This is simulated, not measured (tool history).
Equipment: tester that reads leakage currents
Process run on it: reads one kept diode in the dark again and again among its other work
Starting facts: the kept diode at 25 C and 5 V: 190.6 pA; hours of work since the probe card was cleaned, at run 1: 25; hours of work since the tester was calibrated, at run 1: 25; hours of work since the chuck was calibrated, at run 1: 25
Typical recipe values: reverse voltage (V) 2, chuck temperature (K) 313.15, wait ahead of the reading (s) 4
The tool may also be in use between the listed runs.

run    hour  reverse voltage (V)  chuck temperature (K)  wait ahead of the reading (s)  hours of work since the probe card was cleaned  hours of work since the tester was calibrated  hours of work since the chuck was calibrated  current that the tester gives (pA)
  1       0                    2                 313.15                              4                                              25                                             25                                            25                              461.76
  2   122.3                    2                 313.15                              4                                             102                                            102                                           102                              458.33
  3   262.3                    2                 313.15                              4                                             189                                            189                                           189                              455.76
  4   441.7                    2                 313.15                           1.61                                             301                                            301                                           301                              451.64
  5   586.4                    2                 313.15                           1.61                                             392                                            392                                           392                              452.56
  6   670.8                    2                 313.15                              4                                             444                                            444                                           444                              447.75
  7     772                    2                 313.15                              4                                             507                                            507                                           507                              448.73
  8   926.3                    2                 313.15                              4                                             604                                            604                                           604                              444.06
  9  1084.8                    2                 313.15                              4                                             703                                            703                                           703                              442.01
 10  1228.4                    2                 313.15                              4                                             793                                            793                                           793                              440.59
 11  1300.6                    2                 313.15                              4                                             838                                            838                                           838                              438.56
 12  1449.9                    2                 313.15                              4                                             931                                            931                                           931                              435.47
 13  1589.3                    2                 313.15                              4                                            1018                                           1018                                          1018                              433.11
     1692.5  -- probe card cleaned and baked
 14  1726.8                    2                 313.15                              4                                              21                                           1102                                          1102                              429.57
 15  1902.2                    2                 313.15                           1.27                                             131                                           1212                                          1212                              426.61
 16  2076.6                    2                 313.15                           1.27                                             240                                           1321                                          1321                              422.29
 17  2170.5                    2                 313.15                           1.27                                             299                                           1379                                          1379                              423.62
 18    2331                    2                 313.15                           1.27                                             399                                           1480                                          1480                              417.84
 19  2498.4                10.74                 313.15                           2.83                                             503                                           1584                                          1584                              999.56
 20  2573.5                 1.86                 315.15                            0.7                                             550                                           1631                                          1631                              474.36
 21  2743.3                 1.86                 315.15                            0.7                                             656                                           1737                                          1737                              469.38
 22  2856.5                 1.86                 315.15                            0.7                                             727                                           1808                                          1808                              468.76

Predict the results of run 23:
 23  3006.7                 1.01                 305.15                           2.49                                             821                                           1902                                          1902                                   ?

{"run 23": {"current that the tester gives (pA)": 140.63}}
Take away the tool's hidden state, keep the run-to-run variation as it was, and the same run would have given current that the tester gives (pA) 160.8.

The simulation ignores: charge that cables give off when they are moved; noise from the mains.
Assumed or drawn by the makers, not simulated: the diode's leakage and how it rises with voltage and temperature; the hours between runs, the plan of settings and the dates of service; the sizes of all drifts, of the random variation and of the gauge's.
